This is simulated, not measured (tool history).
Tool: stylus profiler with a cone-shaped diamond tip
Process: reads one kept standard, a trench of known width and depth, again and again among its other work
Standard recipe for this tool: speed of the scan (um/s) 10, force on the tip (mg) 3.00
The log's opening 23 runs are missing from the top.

run,day,speed of the scan (um/s),force on the tip (mg),scans with this tip,hours of work since the height scale was calibrated,depth of the trench (nm),width of the trench's floor (µm)
24,61.825,11,3.46,16660,1285,507.97,25.57
25,63.704,11,3.46,16949,1307,507.86,25.57
26,65.879,9,1.08,17282,1333,504.36,25.47
27,68.879,16,5.23,17742,1369,509.91,25.46
28,70.521,16,5.23,17994,1388,510.14,25.47
29,73.638,4,1.60,18472,1425,505.52,25.45
30,75.708,11,3.59,18790,1449,508.41,25.36
31,79.367,30,2.67,19351,1493,507.50,25.24
32,82.617,6,2.67,19850,1531,507.43,25.32
33,86.158,6,2.67,20393,1573,507.17,25.29
34,89.504,16,1.32,20907,1613,505.53,25.15
35,91.233,16,1.32,21172,1633,505.29,25.08
36,93.567,31,2.38,21529,1661,507.15,25.08
37,95.458,31,5.26,21820,1683,510.56,25.13
38,99.275,7,4.83,22405,1728,510.20,25.11
# day 101.604: new tip fitted, height scale calibrated
39,102.325,7,4.83,110,9,507.85,27.28
40,105.829,4,4.56,648,50,507.65,27.21
41,108.250,12,7.28,1020,79,510.64,27.12
42,111.708,12,7.28,1550,120,510.73,27.08
43,114.021,12,7.28,1905,147,510.35,27.04
44,117.638,10,2.73,2460,190,505.69,26.87
45,119.921,6,4.05,2810,217,507.29,26.90

Branching from run 45: 4 alternative next runs. What would each branch give?
A,121.838,6,5.99,3104,239,?,?
B,121.838,7,6.40,3104,239,?,?
C,121.838,39,1.61,3104,239,?,?
D,121.838,10,1.35,3104,239,?,?

run,depth of the trench (nm),width of the trench's floor (µm)
A,509.22,26.87
B,509.85,26.85
C,504.06,26.70
D,503.53,26.83
Had the tool no hidden state, the same runs would have come out as:
run,depth of the trench (nm),width of the trench's floor (µm)
A,508.93,27.32
B,509.56,27.30
C,503.78,27.15
D,503.24,27.28
